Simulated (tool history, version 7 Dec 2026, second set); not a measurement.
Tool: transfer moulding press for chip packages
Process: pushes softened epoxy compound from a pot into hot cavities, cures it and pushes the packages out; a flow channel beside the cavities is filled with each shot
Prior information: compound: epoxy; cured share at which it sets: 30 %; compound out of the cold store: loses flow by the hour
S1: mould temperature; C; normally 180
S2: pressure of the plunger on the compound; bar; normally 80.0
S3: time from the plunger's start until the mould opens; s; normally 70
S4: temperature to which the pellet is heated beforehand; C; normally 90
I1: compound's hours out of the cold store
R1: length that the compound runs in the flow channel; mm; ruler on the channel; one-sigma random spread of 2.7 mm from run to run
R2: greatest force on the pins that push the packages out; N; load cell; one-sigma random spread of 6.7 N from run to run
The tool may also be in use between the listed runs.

run 1 day=0.000 | S1=180 S2=80.0 S3=70 S4=90 | I1=10.3 | R1=764 R2=415
run 2 day=0.892 | S1=180 S2=80.0 S3=70 S4=90 | I1=33.2 | R1=692 R2=433
run 3 day=2.017 | S1=180 S2=80.0 S3=70 S4=93 | I1=25.4 | R1=712 R2=472
-- day=3.421 cavities cleaned with cleaning compound and waxed
run 4 day=3.667 | S1=180 S2=80.0 S3=70 S4=93 | I1=36.4 | R1=674 R2=307
run 5 day=4.671 | S1=180 S2=80.0 S3=70 S4=93 | I1=13.8 | R1=740 R2=426
run 6 day=5.446 | S1=180 S2=80.0 S3=70 S4=90 | I1=35.8 | R1=674 R2=449
run 7 day=6.358 | S1=180 S2=80.0 S3=70 S4=90 | I1=19.6 | R1=725 R2=461
-- day=7.583 cavities cleaned with cleaning compound and waxed
run 8 day=7.617 | S1=180 S2=80.0 S3=70 S4=90 | I1=11.1 | R1=744 R2=302
run 9 day=9.275 | S1=175 S2=80.0 S3=70 S4=90 | I1=43.3 | R1=646 R2=546
run 10 day=11.054 | S1=175 S2=80.0 S3=70 S4=90 | I1=32.5 | R1=679 R2=623
-- day=11.817 cavities cleaned with cleaning compound and waxed
run 11 day=12.850 | S1=178 S2=80.0 S3=70 S4=90 | I1=22.4 | R1=696 R2=427
run 12 day=13.996 | S1=178 S2=80.0 S3=70 S4=90 | I1=24.3 | R1=692 R2=492
run 13 day=15.762 | S1=180 S2=66.8 S3=70 S4=90 | I1=37.4 | R1=589 R2=448
-- day=16.054 cavities cleaned with cleaning compound and waxed
run 14 day=17.362 | S1=180 S2=80.0 S3=70 S4=90 | I1=39.6 | R1=632 R2=382
-- day=17.867 plunger's sealing rings changed
run 15 day=18.688 | S1=180 S2=67.2 S3=70 S4=80 | I1=18.9 | R1=690 R2=455
run 16 day=19.588 | S1=180 S2=67.2 S3=70 S4=80 | I1=11.9 | R1=712 R2=472
-- day=20.304 cavities cleaned with cleaning compound and waxed
run 17 day=21.146 | S1=180 S2=67.2 S3=70 S4=80 | I1=37.4 | R1=634 R2=366
run 18 day=22.804 | S1=185 S2=79.3 S3=79 S4=81 | I1=25.1 | R1=706 R2=358
run 19 day=23.854 | S1=185 S2=69.7 S3=79 S4=81 | I1=36.3 | R1=633 R2=361
-- day=24.546 cavities cleaned with cleaning compound and waxed
run 20 day=24.779 | S1=185 S2=69.7 S3=57 S4=84 | I1=28.6 | R1=653 R2=358
run 21 day=26.029 | S1=185 S2=69.7 S3=57 S4=84 | I1=23.3 | R1=663 R2=491
run 22 day=27.233 | S1=185 S2=69.7 S3=57 S4=84 | I1=37.4 | R1=620 R2=515
run 23 day=28.488 | S1=185 S2=69.7 S3=57 S4=84 | I1=14.2 | R1=682 R2=569
-- day=28.775 cavities cleaned with cleaning compound and waxed
run 24 day=30.338 | S1=185 S2=69.7 S3=57 S4=90 | I1=43.6 | R1=600 R2=466
run 25 day=31.925 | S1=185 S2=69.7 S3=57 S4=90 | I1=41.7 | R1=598 R2=511
-- day=32.958 cavities cleaned with cleaning compound and waxed
run 26 day=33.700 | S1=188 S2=81.4 S3=70 S4=82 | I1=16.0 | R1=715 R2=302
run 27 day=34.700 | S1=188 S2=81.4 S3=70 S4=82 | I1=45.5 | R1=626 R2=330

4 ways to go on from here, each from the tool as it stands after run 27. What would each give?
-- day=35.579 mould's thermocouples calibrated
run A day=35.875 | S1=180 S2=65.9 S3=55 S4=90 | I1=39.2 | R1=? R2=?
-- day=35.579 mould's thermocouples calibrated
run B day=35.875 | S1=176 S2=70.6 S3=70 S4=95 | I1=20.8 | R1=? R2=?
-- day=35.579 mould's thermocouples calibrated
run C day=35.875 | S1=186 S2=81.4 S3=89 S4=82 | I1=25.8 | R1=? R2=?
-- day=35.579 mould's thermocouples calibrated
run D day=35.875 | S1=180 S2=80.0 S3=109 S4=90 | I1=18.2 | R1=? R2=?

run=A R1=593 R2=839
run=B R1=668 R2=611
run=C R1=684 R2=354
run=D R1=711 R2=350
Stripped of hidden state, with their random variation kept, the same runs would have yielded:
run=A R1=632 R2=477
run=B R1=711 R2=346
run=C R1=729 R2=208
run=D R1=757 R2=202
